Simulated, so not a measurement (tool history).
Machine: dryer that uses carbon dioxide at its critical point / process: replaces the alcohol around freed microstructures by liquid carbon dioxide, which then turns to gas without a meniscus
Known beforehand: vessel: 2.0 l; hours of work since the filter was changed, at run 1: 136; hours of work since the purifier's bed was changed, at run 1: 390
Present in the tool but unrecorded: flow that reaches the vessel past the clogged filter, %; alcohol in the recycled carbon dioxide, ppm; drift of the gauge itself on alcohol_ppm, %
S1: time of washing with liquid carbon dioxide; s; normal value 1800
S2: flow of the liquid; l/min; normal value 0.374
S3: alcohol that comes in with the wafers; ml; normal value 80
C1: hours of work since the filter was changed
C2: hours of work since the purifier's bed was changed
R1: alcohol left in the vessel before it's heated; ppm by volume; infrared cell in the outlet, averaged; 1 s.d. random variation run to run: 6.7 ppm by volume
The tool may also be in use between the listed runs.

run	hour	S1	S2	S3	C1	C2	R1
1	0	1800	0.374	80	136	390	648
2	23	1800	0.374	80	153	407	717
# hour 36.8: inlet filter changed
3	48	2700	0.374	80	8	425	144
4	73.4	1500	0.374	80	27	443	890
5	114.8	1800	0.374	80	57	474	530
6	158.5	1380	0.374	80	89	506	1423
7	204.1	1380	0.374	80	122	539	1647
8	224.5	1620	0.228	84	137	554	3938
9	246.1	1800	0.374	51	153	570	554
# hour 261.6: inlet filter changed
10	291.5	1800	0.374	51	22	602	379
# hour 322.1: purifier's bed changed
11	339.9	2340	0.36	105	55	13	161
12	361.5	1620	0.391	25	71	29	176
13	399.1	1140	0.575	23	99	56	192
14	435.4	1200	0.374	31	125	83	863

Across each entry between runs, compare the hidden state at the last listed run before it with the hidden state at the first listed run after it:
Run 2 -> run 3: inlet filter changed (hour 36.8)
  flow that reaches the vessel past the clogged filter, %: 85.1 -> 98.6; alcohol in the recycled carbon dioxide, ppm: 115.3 -> 120.7
  measured result minus the result with no hidden state, R1: +422 -> +118 ppm by volume
Run 9 -> run 10: inlet filter changed (hour 261.6)
  flow that reaches the vessel past the clogged filter, %: 84.8 -> 97.9; alcohol in the recycled carbon dioxide, ppm: 163.9 -> 173.3
  measured result minus the result with no hidden state, R1: +368 -> +188 ppm by volume
Run 10 -> run 11: purifier's bed changed (hour 322.1)
  flow that reaches the vessel past the clogged filter, %: 97.9 -> 94.8; alcohol in the recycled carbon dioxide, ppm: 173.3 -> 10.5
  measured result minus the result with no hidden state, R1: +188 -> +47 ppm by volume

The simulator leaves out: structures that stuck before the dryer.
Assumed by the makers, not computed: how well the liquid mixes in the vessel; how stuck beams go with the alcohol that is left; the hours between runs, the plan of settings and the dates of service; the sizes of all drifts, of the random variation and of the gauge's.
